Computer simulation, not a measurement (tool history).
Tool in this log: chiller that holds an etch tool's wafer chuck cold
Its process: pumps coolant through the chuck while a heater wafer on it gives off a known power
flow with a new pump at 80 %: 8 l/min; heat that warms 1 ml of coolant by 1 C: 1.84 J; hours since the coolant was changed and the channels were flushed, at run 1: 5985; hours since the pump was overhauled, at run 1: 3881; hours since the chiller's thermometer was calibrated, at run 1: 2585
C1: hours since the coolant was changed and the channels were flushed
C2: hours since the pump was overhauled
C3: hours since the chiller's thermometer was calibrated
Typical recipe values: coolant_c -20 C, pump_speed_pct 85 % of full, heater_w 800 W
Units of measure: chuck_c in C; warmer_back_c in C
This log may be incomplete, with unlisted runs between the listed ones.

Run 1, hour 0: usual settings; C1 5985; C2 3881; C3 2585. Result: chuck_c -12.91 C, warmer_back_c 3.15 C.
Run 2, hour 80.3: usual settings; C1 6065; C2 3962; C3 2666. Result: chuck_c -12.95 C, warmer_back_c 3.09 C.
Run 3, hour 160: usual settings but coolant_c -22 C; C1 6145; C2 4041; C3 2745. Result: chuck_c -14.91 C, warmer_back_c 3.14 C.
Run 4, hour 240.4: usual settings; C1 6225; C2 4122; C3 2826. Result: chuck_c -12.77 C, warmer_back_c 3.14 C.
Run 5, hour 290.9: usual settings; C1 6276; C2 4172; C3 2876. Result: chuck_c -12.78 C, warmer_back_c 3.14 C.
Run 6, hour 366.7: usual settings; C1 6351; C2 4248; C3 2952. Result: chuck_c -12.69 C, warmer_back_c 3.16 C.
Run 7, hour 458.4: usual settings; C1 6443; C2 4340; C3 3044. Result: chuck_c -12.62 C, warmer_back_c 3.13 C.
Run 8, hour 548.6: usual settings; C1 6533; C2 4430; C3 3134. Result: chuck_c -12.89 C, warmer_back_c 3.16 C.
Run 9, hour 638.8: usual settings; C1 6624; C2 4520; C3 3224. Result: chuck_c -12.67 C, warmer_back_c 3.14 C.
Run 10, hour 734: usual settings; C1 6719; C2 4615; C3 3319. Result: chuck_c -12.66 C, warmer_back_c 3.16 C.
Run 11, hour 805.6: usual settings; C1 6790; C2 4687; C3 3391. Result: chuck_c -12.8 C, warmer_back_c 3.13 C.
Run 12, hour 850.6: usual settings; C1 6835; C2 4732; C3 3436. Result: chuck_c -12.55 C, warmer_back_c 3.16 C.
Run 13, hour 953.7: usual settings; C1 6938; C2 4835; C3 3539. Result: chuck_c -12.58 C, warmer_back_c 3.17 C.
Run 14, hour 1057.2: usual settings; C1 7042; C2 4938; C3 3643. Result: chuck_c -12.65 C, warmer_back_c 3.14 C.
At hour 1157.9: chiller's thermometer calibrated.
Run 15, hour 1160.9: usual settings; C1 7145; C2 5041; C3 3. Result: chuck_c -12.99 C, warmer_back_c 3.16 C.
Run 16, hour 1238.5: usual settings; C1 7222; C2 5119; C3 81. Result: chuck_c -13.05 C, warmer_back_c 3.16 C.
Run 17, hour 1290.1: usual settings; C1 7274; C2 5170; C3 132. Result: chuck_c -13.1 C, warmer_back_c 3.19 C.
Run 18, hour 1369.8: usual settings; C1 7354; C2 5250; C3 212. Result: chuck_c -13.07 C, warmer_back_c 3.13 C.
Run 19, hour 1480: usual settings but coolant_c -21 C, pump_speed_pct 84 % of full, heater_w 782 W; C1 7464; C2 5360; C3 322. Result: chuck_c -14.03 C, warmer_back_c 3.15 C.
Run 20, hour 1573.5: usual settings but coolant_c -17 C, pump_speed_pct 65 % of full; C1 7557; C2 5454; C3 416. Result: chuck_c -8.62 C, warmer_back_c 4.26 C.
At hour 1583.5: coolant pump overhauled.
Run 21, hour 1670.4: usual settings but pump_speed_pct 79 % of full, heater_w 540 W; C1 7649; C2 87; C3 507. Result: chuck_c -14.98 C, warmer_back_c 2.39 C.
Run 22, hour 1740.5: usual settings but coolant_c -27 C, pump_speed_pct 66 % of full, heater_w 1034 W; C1 7719; C2 157; C3 578. Result: chuck_c -16 C, warmer_back_c 5.55 C.
Run 23, hour 1813.7: usual settings but heater_w 726 W; C1 7792; C2 230; C3 651. Result: chuck_c -13.52 C, warmer_back_c 2.98 C.
Run 24, hour 1890.6: usual settings but coolant_c -26 C, heater_w 570 W; C1 7869; C2 307; C3 728. Result: chuck_c -20.73 C, warmer_back_c 2.33 C.
Run 25, hour 1974.2: usual settings but coolant_c -28 C, pump_speed_pct 81 % of full; C1 7953; C2 391; C3 811. Result: chuck_c -20.53 C, warmer_back_c 3.45 C.
At hour 2014.1: coolant pump overhauled, once more.
At hour 2092.2: coolant changed, channels flushed.
Run 26, hour 2092.2: usual settings but coolant_c -28 C, pump_speed_pct 81 % of full; C1 0; C2 72; C3 918. Result: chuck_c -21.35 C, warmer_back_c 3.2 C.
Run 27, hour 2175.2: usual settings but coolant_c -11 C, pump_speed_pct 69 % of full, heater_w 1097 W; C1 83; C2 155; C3 1001. Result: chuck_c -1 C, warmer_back_c 5.22 C.
Run 28, hour 2270.1: usual settings but coolant_c -29 C, pump_speed_pct 88 % of full, heater_w 462 W; C1 178; C2 250; C3 1096. Result: chuck_c -25.4 C, warmer_back_c 1.7 C.
Run 29, hour 2353.7: usual settings but coolant_c -22 C, pump_speed_pct 70 % of full, heater_w 740 W; C1 262; C2 334; C3 1180. Result: chuck_c -15.3 C, warmer_back_c 3.51 C.
Run 30, hour 2460.1: usual settings but coolant_c -21 C, pump_speed_pct 67 % of full, heater_w 549 W; C1 368; C2 440; C3 1286. Result: chuck_c -15.76 C, warmer_back_c 2.68 C.
Run 31, hour 2552.8: usual settings but coolant_c -21 C, pump_speed_pct 67 % of full, heater_w 549 W; C1 461; C2 533; C3 1379. Result: chuck_c -15.81 C, warmer_back_c 2.73 C.
Run 32, hour 2606.6: usual settings but pump_speed_pct 96 % of full, heater_w 429 W; C1 514; C2 587; C3 1433. Result: chuck_c -16.74 C, warmer_back_c 1.45 C.

For each entry between runs, how does the tool's hidden state at the last listed run before it compare with that at the first listed run after it?
In the gap between runs 14 and 15: chiller's thermometer calibrated (hour 1157.9)
  heat passed by the chuck's channels, % of clean ones': 89.4 -> 89.2; coolant's true temperature over the reading, C: 0.49 -> 0.06
  measured minus no-state result, chuck_c: +1.16 -> +0.74 C; warmer_back_c: +0.11 -> +0.12 C
In the gap between runs 20 and 21: coolant pump overhauled (hour 1583.5)
  heat passed by the chuck's channels, % of clean ones': 88.6 -> 88.5; flow at a given pump speed, % of a new pump's: 96.1 -> 93.4; coolant's true temperature over the reading, C: 0.1 -> 0.11
  measured minus no-state result, chuck_c: +0.94 -> +0.72 C; warmer_back_c: +0.17 -> +0.16 C
In the gap between runs 25 and 26: coolant pump overhauled, once more (hour 2014.1); coolant changed, channels flushed (hour 2092.2)
  heat passed by the chuck's channels, % of clean ones': 88 -> 99.9; flow at a given pump speed, % of a new pump's: 93.2 -> 100.4; coolant's true temperature over the reading, C: 0.14 -> 0.16
  measured minus no-state result, chuck_c: +1.06 -> +0.15 C; warmer_back_c: +0.24 -> -0.01 C
